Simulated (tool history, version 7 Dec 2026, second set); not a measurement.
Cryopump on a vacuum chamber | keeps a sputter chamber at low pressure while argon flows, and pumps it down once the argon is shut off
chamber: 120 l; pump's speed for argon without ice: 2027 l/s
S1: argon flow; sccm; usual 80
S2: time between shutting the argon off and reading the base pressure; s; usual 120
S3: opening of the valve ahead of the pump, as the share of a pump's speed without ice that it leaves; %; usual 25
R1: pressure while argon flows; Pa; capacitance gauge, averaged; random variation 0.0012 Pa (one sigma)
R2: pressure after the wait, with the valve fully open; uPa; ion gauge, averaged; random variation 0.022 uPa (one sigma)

run	day	S1	S2	S3	R1	R2
1	0	80	120	25	0.2714	1.08
2	0.929	80	120	25	0.2727	1.1
3	1.925	80	120	25	0.2719	1.08
4	2.604	80	120	25	0.2729	1.09
5	3.6	80	120	25	0.2741	1.1
6	4.562	80	120	25	0.274	1.11
7	5.646	80	120	25	0.274	1.13
8	6.167	80	120	25	0.2715	1.17
9	7.204	80	120	25	0.2742	1.15
10	8.012	80	88	17	0.4024	1.33
11	8.892	144	88	17	0.7173	1.34
12	9.812	121	74	40	0.2636	1.47
13	10.308	121	35	55	0.1966	2.39
14	11.129	121	35	55	0.198	2.4
15	12.096	121	35	55	0.1974	2.46
16	13.092	80	23	20	0.3419	3.32
17	13.954	80	23	20	0.3426	3.27
18	15.05	80	51	43	0.1645	1.8

Forecast each of these 4 alternatives for the next run:
A	15.904	158	37	29	?	?
B	15.904	80	134	22	?	?
C	15.904	62	71	41	?	?
D	15.904	45	120	25	?	?

run	R1	R2
A	0.4736	2.32
B	0.316	1.12
C	0.1337	1.51
D	0.1561	1.15
Without the tool's hidden state the same runs would have given:
run	R1	R2
A	0.4537	1.79
B	0.3059	0.59
C	0.1259	0.98
D	0.1504	0.63
